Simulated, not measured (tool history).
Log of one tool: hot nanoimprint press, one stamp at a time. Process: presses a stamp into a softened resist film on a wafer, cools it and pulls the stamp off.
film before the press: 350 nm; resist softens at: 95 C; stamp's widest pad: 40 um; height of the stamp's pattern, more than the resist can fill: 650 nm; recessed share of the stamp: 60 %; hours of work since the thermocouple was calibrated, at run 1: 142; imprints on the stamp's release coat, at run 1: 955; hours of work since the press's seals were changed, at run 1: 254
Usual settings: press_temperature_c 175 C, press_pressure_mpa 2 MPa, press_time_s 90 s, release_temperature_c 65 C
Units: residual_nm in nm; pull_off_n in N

| run | hour | press_temperature_c | press_pressure_mpa | press_time_s | release_temperature_c | hours of work since the thermocouple was calibrated | imprints on the stamp's release coat | hours of work since the press's seals were changed | residual_nm | pull_off_n |
|---|---|---|---|---|---|---|---|---|---|---|
| 1 | 0 | 175 | 2 | 90 | 65 | 142 | 955 | 254 | 130.2 | 125 |
| 2 | 9.7 | 175 | 2 | 90 | 65 | 147 | 977 | 259 | 130.5 | 130 |
| 3 | 16.5 | 175 | 2 | 90 | 73 | 150 | 993 | 262 | 130.3 | 103 |
|  | 23.1 | stamp cleaned and given a new release coat |
| 4 | 35.1 | 175 | 2 | 90 | 73 | 157 | 28 | 269 | 130.8 | 82 |
| 5 | 43.5 | 175 | 2 | 90 | 73 | 161 | 47 | 273 | 130.3 | 80 |
| 6 | 51.8 | 175 | 2 | 90 | 73 | 166 | 67 | 277 | 130.9 | 82 |
| 7 | 61.7 | 175 | 2 | 90 | 61 | 171 | 90 | 283 | 130.4 | 116 |
| 8 | 75 | 175 | 1.22 | 90 | 65 | 177 | 121 | 289 | 161.2 | 102 |
| 9 | 87.9 | 175 | 1.22 | 90 | 65 | 184 | 151 | 296 | 161.7 | 108 |
| 10 | 99.7 | 175 | 1.4 | 90 | 65 | 190 | 179 | 302 | 152.5 | 112 |
| 11 | 110.3 | 175 | 2 | 90 | 55 | 196 | 204 | 308 | 130.9 | 133 |
| 12 | 123.7 | 175 | 2 | 90 | 62 | 203 | 235 | 314 | 130.6 | 116 |
| 13 | 133.9 | 175 | 2 | 90 | 62 | 208 | 259 | 320 | 131.5 | 117 |
| 14 | 145.4 | 175 | 2 | 90 | 62 | 214 | 286 | 326 | 131.6 | 121 |
| 15 | 155.6 | 175 | 2 | 90 | 62 | 219 | 310 | 331 | 131 | 121 |
| 16 | 167.4 | 183 | 2 | 46 | 65 | 225 | 337 | 337 | 140.6 | 113 |
| 17 | 177.4 | 183 | 2 | 46 | 65 | 230 | 361 | 342 | 140.3 | 114 |
| 18 | 189.8 | 165 | 2 | 90 | 53 | 236 | 390 | 348 | 176.2 | 146 |
| 19 | 201.9 | 168 | 2 | 90 | 60 | 243 | 418 | 355 | 161.2 | 131 |
| 20 | 211.3 | 168 | 2 | 70 | 66 | 248 | 440 | 359 | 178.5 | 114 |
| 21 | 218.7 | 168 | 1.24 | 76 | 50 | 251 | 457 | 363 | 204.7 | 160 |
| 22 | 226.6 | 163 | 2 | 90 | 66 | 255 | 476 | 367 | 187.6 | 115 |
| 23 | 236.8 | 176 | 2.58 | 82 | 55 | 261 | 500 | 372 | 119.5 | 146 |
| 24 | 247.9 | 176 | 2.58 | 82 | 55 | 266 | 526 | 378 | 119.3 | 150 |
| 25 | 258.7 | 176 | 2.11 | 60 | 66 | 272 | 551 | 384 | 148.8 | 117 |
|  | 263 | plate thermocouple calibrated |
| 26 | 271.3 | 172 | 2 | 103 | 65 | 4 | 573 | 389 | 133.1 | 116 |
| 27 | 282.2 | 172 | 2 | 103 | 67 | 10 | 599 | 394 | 134.1 | 109 |
| 28 | 288.5 | 172 | 2 | 103 | 67 | 13 | 614 | 398 | 133.5 | 111 |
| 29 | 296.7 | 170 | 2.92 | 90 | 65 | 17 | 633 | 402 | 128.1 | 119 |
| 30 | 305.9 | 175 | 2.01 | 69 | 65 | 22 | 654 | 406 | 145.2 | 121 |

Hidden state at the last listed run before each entry between runs and at the first one after, where it differs:
Between runs 3 and 4: stamp cleaned and given a new release coat (hour 23.1)
  true temperature over the reading, C: -0.41 -> -0.43; pressure that arrives at the usual setting, %: 99.05 -> 99.04; grip of the stamp's worn release coat, % over a new coat's: 26.7 -> 0.7
  measured less the result without the state, residual_nm: +2.1 -> +2.2 nm; pull_off_n: +23 -> +2 N
Between runs 25 and 26: plate thermocouple calibrated (hour 263)
  true temperature over the reading, C: -0.83 -> -0.21; pressure that arrives at the usual setting, %: 98.78 -> 98.77; grip of the stamp's worn release coat, % over a new coat's: 14.4 -> 15
  measured less the result without the state, residual_nm: +4.1 -> +1.5 nm; pull_off_n: +17 -> +15 N
